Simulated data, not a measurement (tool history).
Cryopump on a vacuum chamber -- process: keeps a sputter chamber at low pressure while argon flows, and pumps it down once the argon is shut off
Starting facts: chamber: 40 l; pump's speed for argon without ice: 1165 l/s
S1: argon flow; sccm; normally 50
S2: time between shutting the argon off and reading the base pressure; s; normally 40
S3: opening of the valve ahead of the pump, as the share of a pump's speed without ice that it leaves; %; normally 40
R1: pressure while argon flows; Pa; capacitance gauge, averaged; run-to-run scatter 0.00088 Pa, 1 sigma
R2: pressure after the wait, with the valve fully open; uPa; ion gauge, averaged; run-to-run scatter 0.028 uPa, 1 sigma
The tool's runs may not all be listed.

run,hour,S1,S2,S3,R1,R2
1,0.0,50,40,40,0.2124,1.60
# hour 10.5: pump warmed up, emptied and cooled again
2,23.7,50,197,40,0.1829,0.57
3,34.3,50,299,40,0.1829,0.54
4,53.4,50,299,40,0.1833,0.55
5,77.1,50,299,40,0.1840,0.58
6,97.8,50,299,40,0.1848,0.59
7,116.0,50,299,36,0.2066,0.60
8,136.6,50,299,36,0.2072,0.61
9,160.3,81,104,50,0.2463,0.89
10,182.2,81,260,50,0.2444,0.70
11,202.6,21,54,21,0.1488,1.33
12,216.7,28,42,40,0.1056,1.56
13,229.0,50,212,43,0.1766,0.76
14,238.9,42,40,43,0.1482,1.68
15,248.9,36,69,43,0.1302,1.19

Alternative continuations, all from the tool just after run 15; predict every row:
A,267.7,76,40,40,?,?
B,267.7,36,24,40,?,?
C,267.7,21,141,40,?,?
D,267.7,64,22,21,?,?
E,267.7,36,104,43,?,?

run,R1,R2
A,0.2926,1.67
B,0.1388,2.40
C,0.0809,0.93
D,0.4531,2.51
E,0.1285,1.01
Without the tool's unlogged condition, the same runs would have read:
run,R1,R2
A,0.2763,1.30
B,0.1311,2.03
C,0.0763,0.56
D,0.4394,2.14
E,0.1208,0.63

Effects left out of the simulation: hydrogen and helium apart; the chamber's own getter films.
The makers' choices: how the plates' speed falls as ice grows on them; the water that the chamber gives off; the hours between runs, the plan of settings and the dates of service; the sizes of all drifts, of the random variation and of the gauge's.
